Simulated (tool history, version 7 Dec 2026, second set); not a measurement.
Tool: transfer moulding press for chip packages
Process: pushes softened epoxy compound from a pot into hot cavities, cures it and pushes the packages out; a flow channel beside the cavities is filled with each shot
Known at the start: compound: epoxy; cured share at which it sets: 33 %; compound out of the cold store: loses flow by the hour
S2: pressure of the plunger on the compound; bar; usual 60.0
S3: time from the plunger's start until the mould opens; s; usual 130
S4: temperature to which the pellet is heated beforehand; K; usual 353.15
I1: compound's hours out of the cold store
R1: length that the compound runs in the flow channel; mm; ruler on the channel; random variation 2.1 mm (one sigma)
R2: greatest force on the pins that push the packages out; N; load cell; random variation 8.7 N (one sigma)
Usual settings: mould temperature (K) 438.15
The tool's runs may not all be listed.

run 1 day=0.000 | mould_temperature_(K)=438.15 S2=60.0 S3=130 S4=353.15 | I1=18.9 | R1=871 R2=712
run 2 day=0.262 | mould_temperature_(K)=438.15 S2=60.0 S3=130 S4=353.15 | I1=28.6 | R1=849 R2=698
run 3 day=0.675 | mould_temperature_(K)=438.15 S2=60.0 S3=130 S4=353.15 | I1=29.2 | R1=847 R2=742
run 4 day=1.017 | mould_temperature_(K)=438.15 S2=74.9 S3=130 S4=353.15 | I1=20.4 | R1=967 R2=727
run 5 day=1.333 | mould_temperature_(K)=438.15 S2=60.0 S3=130 S4=353.15 | I1=18.1 | R1=873 R2=716
run 6 day=1.617 | mould_temperature_(K)=438.15 S2=60.0 S3=130 S4=353.15 | I1=16.6 | R1=876 R2=747
run 7 day=2.075 | mould_temperature_(K)=438.15 S2=60.0 S3=130 S4=353.15 | I1=23.6 | R1=858 R2=773
run 8 day=2.425 | mould_temperature_(K)=438.15 S2=60.0 S3=130 S4=353.15 | I1=45.7 | R1=805 R2=780
-- day=2.779 cavities cleaned with cleaning compound and waxed
run 9 day=2.779 | mould_temperature_(K)=438.15 S2=60.0 S3=130 S4=353.15 | I1=25.4 | R1=851 R2=405
run 10 day=3.138 | mould_temperature_(K)=438.15 S2=60.0 S3=157 S4=353.15 | I1=43.0 | R1=821 R2=389
run 11 day=3.500 | mould_temperature_(K)=438.15 S2=60.0 S3=157 S4=353.15 | I1=24.6 | R1=854 R2=418
run 12 day=4.038 | mould_temperature_(K)=438.15 S2=60.0 S3=157 S4=353.15 | I1=37.1 | R1=827 R2=496
run 13 day=4.379 | mould_temperature_(K)=445.15 S2=60.0 S3=130 S4=353.15 | I1=47.3 | R1=777 R2=502
run 14 day=4.662 | mould_temperature_(K)=438.15 S2=60.0 S3=130 S4=353.15 | I1=16.8 | R1=867 R2=578
run 15 day=5.158 | mould_temperature_(K)=438.15 S2=60.0 S3=130 S4=353.15 | I1=15.6 | R1=868 R2=615
run 16 day=5.646 | mould_temperature_(K)=438.15 S2=60.0 S3=138 S4=359.15 | I1=12.4 | R1=876 R2=633
run 17 day=5.892 | mould_temperature_(K)=436.15 S2=60.0 S3=130 S4=355.15 | I1=16.1 | R1=872 R2=751
run 18 day=6.383 | mould_temperature_(K)=438.15 S2=52.2 S3=130 S4=353.15 | I1=38.9 | R1=762 R2=692
run 19 day=6.762 | mould_temperature_(K)=431.15 S2=45.4 S3=145 S4=357.15 | I1=37.3 | R1=744 R2=896
run 20 day=7.125 | mould_temperature_(K)=431.15 S2=45.4 S3=145 S4=357.15 | I1=39.3 | R1=737 R2=927
run 21 day=7.475 | mould_temperature_(K)=435.15 S2=48.5 S3=145 S4=357.15 | I1=19.7 | R1=779 R2=735
run 22 day=7.871 | mould_temperature_(K)=435.15 S2=48.5 S3=145 S4=357.15 | I1=26.1 | R1=770 R2=751
run 23 day=8.208 | mould_temperature_(K)=435.15 S2=48.5 S3=145 S4=357.15 | I1=31.3 | R1=755 R2=768
run 24 day=8.488 | mould_temperature_(K)=444.15 S2=60.0 S3=120 S4=362.15 | I1=43.7 | R1=782 R2=698
run 25 day=8.825 | mould_temperature_(K)=444.15 S2=60.0 S3=120 S4=362.15 | I1=45.2 | R1=778 R2=702
-- day=9.050 cavities cleaned with cleaning compound and waxed
run 26 day=9.233 | mould_temperature_(K)=445.15 S2=49.9 S3=130 S4=349.15 | I1=32.6 | R1=731 R2=372
run 27 day=9.754 | mould_temperature_(K)=442.15 S2=70.2 S3=116 S4=353.15 | I1=8.8 | R1=937 R2=461
run 28 day=10.012 | mould_temperature_(K)=443.15 S2=61.2 S3=163 S4=347.15 | I1=41.6 | R1=796 R2=450
run 29 day=10.421 | mould_temperature_(K)=432.15 S2=53.4 S3=130 S4=350.15 | I1=44.8 | R1=779 R2=765

Forecast each of these 4 alternatives for the next run:
run A day=10.854 | mould_temperature_(K)=443.15 S2=60.0 S3=130 S4=353.15 | I1=40.9 | R1=? R2=?
run B day=10.854 | mould_temperature_(K)=438.15 S2=60.0 S3=156 S4=353.15 | I1=36.1 | R1=? R2=?
run C day=10.854 | mould_temperature_(K)=432.15 S2=64.1 S3=130 S4=354.15 | I1=45.9 | R1=? R2=?
run D day=10.854 | mould_temperature_(K)=434.15 S2=64.2 S3=121 S4=353.15 | I1=30.5 | R1=? R2=?

run=A R1=786 R2=519
run=B R1=817 R2=518
run=C R1=847 R2=820
run=D R1=872 R2=821
Without the tool's hidden state the same runs would have given:
run=A R1=823 R2=340
run=B R1=855 R2=341
run=C R1=886 R2=534
run=D R1=913 R2=534
